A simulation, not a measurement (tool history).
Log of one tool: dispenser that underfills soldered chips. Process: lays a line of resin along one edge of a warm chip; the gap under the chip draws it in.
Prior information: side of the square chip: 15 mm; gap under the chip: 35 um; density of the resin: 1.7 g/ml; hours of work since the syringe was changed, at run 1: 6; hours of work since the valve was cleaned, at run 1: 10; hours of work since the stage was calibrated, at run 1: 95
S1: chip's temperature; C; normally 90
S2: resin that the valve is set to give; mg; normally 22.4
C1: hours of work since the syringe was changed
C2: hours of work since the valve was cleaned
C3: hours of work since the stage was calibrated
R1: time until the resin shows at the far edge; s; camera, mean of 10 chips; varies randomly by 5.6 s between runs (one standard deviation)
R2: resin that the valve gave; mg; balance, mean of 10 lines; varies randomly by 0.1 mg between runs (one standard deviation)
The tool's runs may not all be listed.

run	hour	S1	S2	C1	C2	C3	R1	R2
1	0	90	22.4	6	10	95	746.4	22.25
# hour 5.4: new syringe of resin
2	6.9	90	22.4	1	16	100	598.5	22.14
3	14.3	90	22.4	7	21	105	801.8	21.96
# hour 18.2: new syringe of resin
4	18.8	90	22.4	0	24	109	572.8	21.99
5	28.2	90	19.8	8	32	116	847.1	19.22
# hour 30.9: new syringe of resin
6	32.8	90	20.8	1	35	119	606.5	20.26
7	41.8	90	20.8	8	42	126	872.6	20.22
# hour 43.7: new syringe of resin
8	47.7	90	20.8	3	46	131	672.8	19.99
9	52.8	90	23.6	7	50	134	815.6	22.49
# hour 56.8: new syringe of resin
10	61.9	90	26.4	4	57	141	669.9	25.02
# hour 70.4: new syringe of resin
11	71.5	90	22.4	1	64	148	591.6	21.29
12	75.7	90	22.4	4	67	152	687.4	21.24
# hour 78.4: dispensing valve cleaned and set on the balance
# hour 84.2: new syringe of resin
13	86.1	90	28	1	6	159	583.2	27.92
14	91.7	90	28	6	10	163	734.6	27.64
# hour 97.4: new syringe of resin
15	101.9	90	28	3	18	171	652	27.51
16	106.3	81	28	7	21	174	1085.2	27.54
# hour 110.8: new syringe of resin
17	114.2	81	28	3	27	180	868.2	27.42
18	122.3	81	28	9	33	186	1170.2	27.51
# hour 123.8: new syringe of resin
19	127.6	91	22.3	3	37	190	629.5	21.73
20	133.6	84	22.4	8	42	195	1013.5	21.66
# hour 136.8: new syringe of resin
21	140.2	87	22.3	3	46	199	712.5	21.54
22	144.9	83	19.8	6	50	203	1015.7	18.91
# hour 149.7: new syringe of resin
23	149.7	83	19.8	0	54	207	714.8	18.88
24	158.8	90	22	7	61	214	793.5	21.1
# hour 162.6: new syringe of resin
25	168.1	83	20.6	4	68	221	884.9	19.51
# hour 170.5: dispensing valve cleaned and set on the balance
26	175.7	88	25.2	9	4	226	943.7	25.01
# hour 176.6: new syringe of resin
27	180.8	88	25.2	3	8	229	681.3	24.81
28	187.8	90	21.6	9	13	235	850.6	21.37
# hour 189.5: new syringe of resin
29	193	102	23.8	3	17	239	423.5	23.5
30	197	85	21.6	6	20	242	883.9	21.12
# hour 202.8: new syringe of resin
31	206	80	22.2	2	27	248	877.4	21.8
32	213.9	80	25.8	9	33	254	1219.9	24.94
# hour 215.5: new syringe of resin
33	223.1	80	22.3	6	40	261	1070.7	21.53
# hour 228.6: new syringe of resin
34	229.1	80	23.5	0	44	266	789.9	22.61
35	233.2	79	23.5	4	47	269	960.4	22.62

Hidden state or all else? Some run-to-run changes of R1, split into what the settings, what came in and random variation would give without the hidden state, and what is left for the hidden state (with any gauge scatter that isn't in both results):
What the log doesn't record here: resin's viscosity, % of fresh resin's; dose that the valve gives, % of what is set; true chip temperature over the reading, C; drift of the gauge itself on fill_s, %; drift of the gauge itself on given_mg, %.
Run 15 -> 16: S1 90 -> 81. R1 +433.2 s: hidden state +219.1, all else +214.1.
Run 17 -> 18: nothing adjusted, nothing logged. R1 +302 s: hidden state +321.8, all else -19.8.
Run 18 -> 19: S1 81 -> 91, S2 28 -> 22.3, new syringe of resin. R1 -540.7 s: hidden state -344.2, all else -196.5.
Run 29 -> 30: S1 102 -> 85, S2 23.8 -> 21.6. R1 +460.4 s: hidden state +169.9, all else +290.5.
Run 31 -> 32: S2 22.2 -> 25.8. R1 +342.5 s: hidden state +330.9, all else +11.6.
